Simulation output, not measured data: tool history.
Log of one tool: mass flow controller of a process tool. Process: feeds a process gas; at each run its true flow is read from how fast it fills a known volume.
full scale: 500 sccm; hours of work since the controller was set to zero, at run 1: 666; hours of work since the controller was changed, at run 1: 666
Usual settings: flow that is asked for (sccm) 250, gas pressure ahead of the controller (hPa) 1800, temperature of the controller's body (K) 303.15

run    hour  flow that is asked for (sccm)  gas pressure ahead of the controller (hPa)  temperature of the controller's body (K)  hours of work since the controller was set to zero  hours of work since the controller was changed  true flow (%)
  1       0                            250                                        1800                                    303.15                                                 666                                             666          99.33
  2    54.6                            250                                        1800                                    303.15                                                 705                                             705          99.34
  3   107.2                            250                                        1800                                    303.15                                                 743                                             743          99.27
  4   214.7                            250                                        1520                                    303.15                                                 820                                             820           99.4
  5   296.4                            250                                        1520                                    303.15                                                 879                                             879          99.56
  6   394.7                            250                                        1520                                    303.15                                                 949                                             949           99.5
  7   508.4                            250                                        1470                                    303.15                                                1031                                            1031          99.31
  8   576.1                            250                                        1470                                    303.15                                                1079                                            1079          99.48
  9   635.1                            250                                        1800                                    296.15                                                1121                                            1121          98.62
 10   718.7                            250                                        1950                                    303.15                                                1181                                            1181          99.26
        724  -- controller's zero set anew
 11   830.6                            250                                        1950                                    303.15                                                  76                                            1261          99.43
 12   885.2                            250                                        1800                                    297.15                                                 116                                            1300          99.09
 13   962.4                            250                                        1800                                    297.15                                                 171                                            1356          99.08
 14  1040.1                            494                                        1730                                    297.15                                                 227                                            1411         100.09
 15  1131.1                             77                                        1530                                    296.15                                                 292                                            1477         100.27
 16  1240.7                             77                                        1530                                    296.15                                                 370                                            1555          100.3
     1309.7  -- controller's zero set anew, once more
 17  1317.5                            494                                        1910                                    296.15                                                   6                                            1610          99.41
 18  1416.1                            494                                        2340                                    296.15                                                  76                                            1681          99.35
 19  1498.1                            494                                        2340                                    296.15                                                 135                                            1739          99.25
 20  1572.5                            494                                        2340                                    296.15                                                 188                                            1793          99.33
 21  1666.6                            494                                        2340                                    296.15                                                 256                                            1860          99.26
 22  1775.4                            494                                        2340                                    296.15                                                 334                                            1938          99.21
 23  1883.6                            494                                        2340                                    296.15                                                 411                                            2016          99.36

4 ways to go on from here, each from the tool as it stands after run 23. What would each give?
  A  1968.5                            336                                        1520                                    308.15                                                 472                                            2076              ?
  B  1968.5                            494                                        2420                                    296.15                                                 472                                            2076              ?
  C  1968.5                             80                                        2320                                    305.15                                                 472                                            2076              ?
  D  1968.5                            250                                        1700                                    303.15                                                 472                                            2076              ?

run  true flow (%)
  A          99.61
  B          99.11
  C          98.54
  D          98.84
Without the tool's hidden state the same runs would have given:
run  true flow (%)
  A            100
  B          99.57
  C          98.28
  D          99.17
